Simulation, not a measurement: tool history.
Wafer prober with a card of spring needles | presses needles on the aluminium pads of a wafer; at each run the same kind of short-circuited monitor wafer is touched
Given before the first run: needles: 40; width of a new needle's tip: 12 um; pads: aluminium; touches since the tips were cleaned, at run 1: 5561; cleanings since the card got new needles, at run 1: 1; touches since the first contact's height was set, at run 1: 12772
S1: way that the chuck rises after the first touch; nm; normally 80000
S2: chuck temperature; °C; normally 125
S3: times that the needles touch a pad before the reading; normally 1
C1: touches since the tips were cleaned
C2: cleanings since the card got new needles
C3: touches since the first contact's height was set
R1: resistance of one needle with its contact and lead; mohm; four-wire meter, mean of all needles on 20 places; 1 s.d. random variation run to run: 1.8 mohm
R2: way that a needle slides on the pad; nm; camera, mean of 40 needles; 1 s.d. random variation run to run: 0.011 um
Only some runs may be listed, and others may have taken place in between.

{"run": 1, "hour": 0.0, "S1": 80000, "S2": 125, "S3": 1, "C1": 5561, "C2": 1, "C3": 12772, "R1": 200, "R2": 11300}
{"hour": 5.8, "done": "tips cleaned on abrasive film"}
{"run": 2, "hour": 17.3, "S1": 80000, "S2": 125, "S3": 2, "C1": 4698, "C2": 2, "C3": 19792, "R1": 189, "R2": 11310}
{"hour": 25.1, "done": "tips cleaned on abrasive film"}
{"run": 3, "hour": 30.4, "S1": 80000, "S2": 125, "S3": 2, "C1": 2160, "C2": 3, "C3": 25095, "R1": 192, "R2": 11260}
{"hour": 43.1, "done": "tips cleaned on abrasive film"}
{"run": 4, "hour": 48.7, "S1": 80000, "S2": 125, "S3": 2, "C1": 2288, "C2": 4, "C3": 32530, "R1": 190, "R2": 11270}
{"hour": 61.8, "done": "tips cleaned on abrasive film"}
{"run": 5, "hour": 64.9, "S1": 80000, "S2": 125, "S3": 2, "C1": 1255, "C2": 5, "C3": 39064, "R1": 187, "R2": 11260}
{"run": 6, "hour": 75.3, "S1": 63000, "S2": 66, "S3": 3, "C1": 5523, "C2": 5, "C3": 43332, "R1": 184, "R2": 8850}
{"hour": 80.1, "done": "tips cleaned on abrasive film"}
{"run": 7, "hour": 94.5, "S1": 63000, "S2": 66, "S3": 3, "C1": 5899, "C2": 6, "C3": 51128, "R1": 182, "R2": 8830}
{"hour": 98.3, "done": "tips cleaned on abrasive film"}
{"run": 8, "hour": 105.5, "S1": 80000, "S2": 67, "S3": 1, "C1": 2933, "C2": 7, "C3": 55565, "R1": 183, "R2": 11200}
{"run": 9, "hour": 114.1, "S1": 84000, "S2": 31, "S3": 3, "C1": 6444, "C2": 7, "C3": 59076, "R1": 171, "R2": 11780}
{"hour": 117.3, "done": "tips cleaned on abrasive film"}
{"run": 10, "hour": 125.9, "S1": 84000, "S2": 31, "S3": 3, "C1": 3515, "C2": 8, "C3": 63846, "R1": 170, "R2": 11750}

Each row is a separate what-if for the run after 10, all from the same tool condition, not one after another. Results?
{"hour": 135.9, "done": "tips cleaned on abrasive film"}
{"run": "A", "hour": 143.0, "S1": 60000, "S2": 56, "S3": 2, "C1": 2876, "C2": 9, "C3": 70765, "R1": "?", "R2": "?"}
{"hour": 135.9, "done": "tips cleaned on abrasive film"}
{"run": "B", "hour": 143.0, "S1": 75000, "S2": 36, "S3": 1, "C1": 2876, "C2": 9, "C3": 70765, "R1": "?", "R2": "?"}
{"hour": 135.9, "done": "tips cleaned on abrasive film"}
{"run": "C", "hour": 143.0, "S1": 94000, "S2": 31, "S3": 3, "C1": 2876, "C2": 9, "C3": 70765, "R1": "?", "R2": "?"}

run=A R1=186 R2=8340
run=B R1=178 R2=10480
run=C R1=164 R2=13180
The same runs, with their run-to-run variation unchanged, on a tool lacking any hidden condition would have given:
run=A R1=173 R2=8480
run=B R1=163 R2=10620
run=C R1=160 R2=13310

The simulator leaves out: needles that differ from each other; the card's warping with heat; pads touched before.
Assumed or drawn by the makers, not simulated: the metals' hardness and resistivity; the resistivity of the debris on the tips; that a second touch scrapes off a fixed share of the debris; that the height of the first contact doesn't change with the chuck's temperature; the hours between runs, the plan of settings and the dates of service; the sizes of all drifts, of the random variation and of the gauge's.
